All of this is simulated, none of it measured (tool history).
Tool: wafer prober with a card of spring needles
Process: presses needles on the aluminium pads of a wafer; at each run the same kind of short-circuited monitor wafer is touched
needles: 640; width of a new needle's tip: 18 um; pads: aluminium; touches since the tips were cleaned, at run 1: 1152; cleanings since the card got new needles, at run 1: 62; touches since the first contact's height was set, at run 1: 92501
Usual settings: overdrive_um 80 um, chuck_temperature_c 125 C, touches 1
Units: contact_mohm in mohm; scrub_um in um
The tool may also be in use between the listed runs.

run,hour,overdrive_um,chuck_temperature_c,touches,touches since the tips were cleaned,cleanings since the card got new needles,touches since the first contact's height was set,contact_mohm,scrub_um
1,0,80,125,1,1152,62,92501,272,12.31
# hour 6.9: tips cleaned on abrasive film
# hour 18.4: tips cleaned on abrasive film
# hour 25.6: height of the first contact set anew
# hour 28: tips cleaned on abrasive film
# hour 39.5: tips cleaned on abrasive film
# hour 48.7: tips cleaned on abrasive film
# hour 57.9: tips cleaned on abrasive film
2,64.4,80,125,1,3032,68,18078,300,12.47
# hour 69: tips cleaned on abrasive film
# hour 80.5: tips cleaned on abrasive film
# hour 89.7: tips cleaned on abrasive film
# hour 101.2: tips cleaned on abrasive film
# hour 110.5: tips cleaned on abrasive film
# hour 122: tips cleaned on abrasive film
# hour 131.2: tips cleaned on abrasive film
3,131.4,80,125,1,116,75,49360,222,12.43
# hour 140.7: tips cleaned on abrasive film
# hour 152.2: tips cleaned on abrasive film
# hour 161.4: tips cleaned on abrasive film
# hour 171.2: tips cleaned on abrasive film
4,171.2,80,125,1,0,79,67909,213,12.38
# hour 180.4: tips cleaned on abrasive film
# hour 189.7: tips cleaned on abrasive film
# hour 198.9: tips cleaned on abrasive film
# hour 210.4: tips cleaned on abrasive film
# hour 219.6: tips cleaned on abrasive film
5,222.2,80,125,1,1230,84,91709,283,12.28
# hour 229.2: tips cleaned on abrasive film
# hour 238.4: tips cleaned on abrasive film
# hour 247.8: height of the first contact set anew
# hour 250.2: tips cleaned on abrasive film
# hour 261.7: tips cleaned on abrasive film
# hour 270.9: tips cleaned on abrasive film
6,279.4,80,125,1,4014,89,14762,337,12.54
# hour 281.8: tips cleaned on abrasive film
# hour 291: tips cleaned on abrasive film
# hour 300.3: tips cleaned on abrasive film
# hour 309.5: tips cleaned on abrasive film
7,317.8,80,125,1,3909,93,32642,330,12.48
# hour 320.2: tips cleaned on abrasive film
# hour 331.7: tips cleaned on abrasive film
# hour 343.2: tips cleaned on abrasive film
# hour 354.7: tips cleaned on abrasive film
# hour 363.9: tips cleaned on abrasive film
# hour 375.4: tips cleaned on abrasive film
8,381.8,80,125,1,2997,99,62507,328,12.43
# hour 386.4: tips cleaned on abrasive film
# hour 395.6: tips cleaned on abrasive film
# hour 404.9: tips cleaned on abrasive film
# hour 414.1: tips cleaned on abrasive film
# hour 423.3: tips cleaned on abrasive film
# hour 434.8: tips cleaned on abrasive film
# hour 444: tips cleaned on abrasive film
9,447.7,80,125,1,1709,106,93233,310,12.26
# hour 454.6: tips cleaned on abrasive film
# hour 463.8: tips cleaned on abrasive film
# hour 471: height of the first contact set anew
# hour 473.4: tips cleaned on abrasive film
# hour 482.6: tips cleaned on abrasive film
10,482.9,86,123,1,160,110,5533,224,13.46
# hour 492.1: tips cleaned on abrasive film
# hour 503.6: tips cleaned on abrasive film
# hour 515.1: tips cleaned on abrasive film
# hour 526.6: tips cleaned on abrasive film
11,530.6,61,90,1,1843,114,27793,365,9.5
# hour 537.5: tips cleaned on abrasive film
# hour 549: tips cleaned on abrasive film
# hour 558.2: tips cleaned on abrasive film
# hour 569.7: tips cleaned on abrasive film
# hour 581.2: tips cleaned on abrasive film
# hour 592.7: tips cleaned on abrasive film
12,597.4,61,90,1,2215,120,59025,399,9.4
# hour 602.1: tips cleaned on abrasive film
# hour 611.3: tips cleaned on abrasive film
# hour 620.6: tips cleaned on abrasive film
# hour 632.1: tips cleaned on abrasive film
13,640.6,61,90,1,4042,124,79192,460,9.32
# hour 643: tips cleaned on abrasive film
# hour 652.2: tips cleaned on abrasive film
# hour 663.7: tips cleaned on abrasive film
# hour 673: tips cleaned on abrasive film
# hour 682.2: tips cleaned on abrasive film
14,683.6,61,90,1,664,129,99200,316,9.3
# hour 692.8: tips cleaned on abrasive film
# hour 693.1: height of the first contact set anew
# hour 704.6: tips cleaned on abrasive film
# hour 713.9: tips cleaned on abrasive film
# hour 723.1: tips cleaned on abrasive film
15,732.2,65,90,2,4279,133,18250,342,10.14
# hour 734.5: tips cleaned on abrasive film
# hour 743.8: tips cleaned on abrasive film
# hour 755.3: tips cleaned on abrasive film
# hour 764.5: tips cleaned on abrasive film
# hour 773.7: tips cleaned on abrasive film
# hour 782.9: tips cleaned on abrasive film
# hour 794.4: tips cleaned on abrasive film
16,797.8,78,90,2,1604,140,48870,262,12.14
# hour 804.8: tips cleaned on abrasive film
# hour 814: tips cleaned on abrasive film
# hour 825.5: tips cleaned on abrasive film
17,833.5,88,81,2,3779,143,65545,276,13.63
# hour 835.9: tips cleaned on abrasive film
# hour 845.1: tips cleaned on abrasive film
# hour 856.6: tips cleaned on abrasive film
# hour 868.1: tips cleaned on abrasive film
# hour 877.4: tips cleaned on abrasive film
# hour 888.9: tips cleaned on abrasive film
18,895.2,92,30,1,2982,149,94321,301,14.16

3 ways to go on from here, each from the tool as it stands after run 18. What would each give?
# hour 899.9: tips cleaned on abrasive film
# hour 909.1: tips cleaned on abrasive film
# hour 916.2: height of the first contact set anew
# hour 918.6: tips cleaned on abrasive film
# hour 927.8: tips cleaned on abrasive film
# hour 939.2: tips cleaned on abrasive film
A,939.2,80,29,1,0,154,10687,?,?
# hour 899.9: tips cleaned on abrasive film
# hour 909.1: tips cleaned on abrasive film
# hour 916.2: height of the first contact set anew
# hour 918.6: tips cleaned on abrasive film
# hour 927.8: tips cleaned on abrasive film
# hour 939.2: tips cleaned on abrasive film
B,939.2,80,69,2,0,154,10687,?,?
# hour 899.9: tips cleaned on abrasive film
# hour 909.1: tips cleaned on abrasive film
# hour 916.2: height of the first contact set anew
# hour 918.6: tips cleaned on abrasive film
# hour 927.8: tips cleaned on abrasive film
# hour 939.2: tips cleaned on abrasive film
C,939.2,80,58,3,0,154,10687,?,?

run,contact_mohm,scrub_um
A,206,12.53
B,207,12.5
C,202,12.52
Without the tool's hidden state the same runs would have given:
run,contact_mohm,scrub_um
A,183,12.57
B,193,12.53
C,192,12.56
